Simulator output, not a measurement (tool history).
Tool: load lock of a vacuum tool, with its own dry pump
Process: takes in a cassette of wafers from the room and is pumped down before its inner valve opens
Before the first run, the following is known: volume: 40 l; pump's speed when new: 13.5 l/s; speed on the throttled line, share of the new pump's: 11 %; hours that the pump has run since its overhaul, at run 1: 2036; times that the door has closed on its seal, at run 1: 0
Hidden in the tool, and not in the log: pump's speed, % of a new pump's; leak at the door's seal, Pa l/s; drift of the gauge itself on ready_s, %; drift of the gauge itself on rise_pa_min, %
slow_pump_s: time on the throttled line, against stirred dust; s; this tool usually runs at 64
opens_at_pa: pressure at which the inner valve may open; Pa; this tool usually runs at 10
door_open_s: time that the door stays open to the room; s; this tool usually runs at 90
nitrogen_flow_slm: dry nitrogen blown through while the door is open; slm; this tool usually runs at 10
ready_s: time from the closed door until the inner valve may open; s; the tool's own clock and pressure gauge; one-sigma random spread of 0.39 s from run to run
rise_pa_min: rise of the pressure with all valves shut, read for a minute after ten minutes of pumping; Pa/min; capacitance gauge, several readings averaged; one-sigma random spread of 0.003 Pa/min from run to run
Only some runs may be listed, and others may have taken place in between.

run,hour,slow_pump_s,opens_at_pa,door_open_s,nitrogen_flow_slm,hours that the pump has run since its overhaul,times that the door has closed on its seal,"incoming humidity of the room's air, %",ready_s,rise_pa_min
1,0,64,10,90,10,2036,0,44.3,84.6,0.03
2,203.6,64,10,90,10,2239,663,44.7,84.1,0.03
3,362.2,64,7,90,10,2398,1180,43.4,85.9,0.041
4,696.2,64,10,90,10,2732,2268,43.9,84.7,0.033
5,871.8,114,10,90,10,2908,2840,42,129.4,0.028
6,1124.5,64,10,90,10,3160,3663,44.9,84.9,0.032
7,1359,64,10,43,10,3395,4427,46.4,85.2,0.023
8,1686.3,64,10,43,10,3722,5493,45.7,85,0.014
9,1864.3,64,19,43,10,3900,6073,43,82.4,0.022
10,2123.6,64,19,43,10,4159,6918,46.3,82.3,0.025
11,2481.5,64,19,43,10,4517,8084,41.5,82.7,0.025
12,2628.1,64,10,90,10,4664,8561,47,84.6,0.034
13,2975.2,64,10,90,10,5011,9692,46.8,84.6,0.03
14,3228.4,35,8,33,10,5264,10516,42.9,59.4,0.019
15,3488.7,35,8,33,10,5524,11365,44.8,59.9,0.013
16,3637.5,112,11,28,6,5673,11849,47.2,126.9,0.018
17,3957.2,112,20,28,19,5993,12891,41.3,125,0.012
18,4177.6,46,20,28,29,6213,13608,43.4,66.6,0.01
19,4491.2,46,20,28,29,6527,14630,43.7,67.1,0.01
20,4636.6,62,10,90,18,6672,15104,44.3,82.7,0.027
21,4919.2,100,13,90,37,6955,16024,43.8,115.6,0.018
22,5203.8,100,13,90,37,7240,16952,41.1,115.6,0.017
23,5552,100,13,80,37,7588,18086,45,115.5,0.017
24,5889.2,102,13,67,37,7925,19184,47.9,118.5,0.015
25,6158,34,11,49,7,8194,20060,44.3,57.6,0.024

4 ways to go on from here, each from the tool as it stands after run 25. What would each give?
A,6358.9,64,16,107,10,8395,20714,42.6,?,?
B,6358.9,34,9,49,14,8395,20714,45,?,?
C,6358.9,34,11,74,7,8395,20714,44.1,?,?
D,6358.9,36,12,122,7,8395,20714,46.4,?,?

run,ready_s,rise_pa_min
A,82.7,0.042
B,58.6,0.022
C,57.9,0.031
D,59.4,0.043
With the hidden condition removed and each run's random variation left untouched, the same runs would have given:
run,ready_s,rise_pa_min
A,82.7,0.041
B,58.6,0.022
C,57.9,0.03
D,59.4,0.042
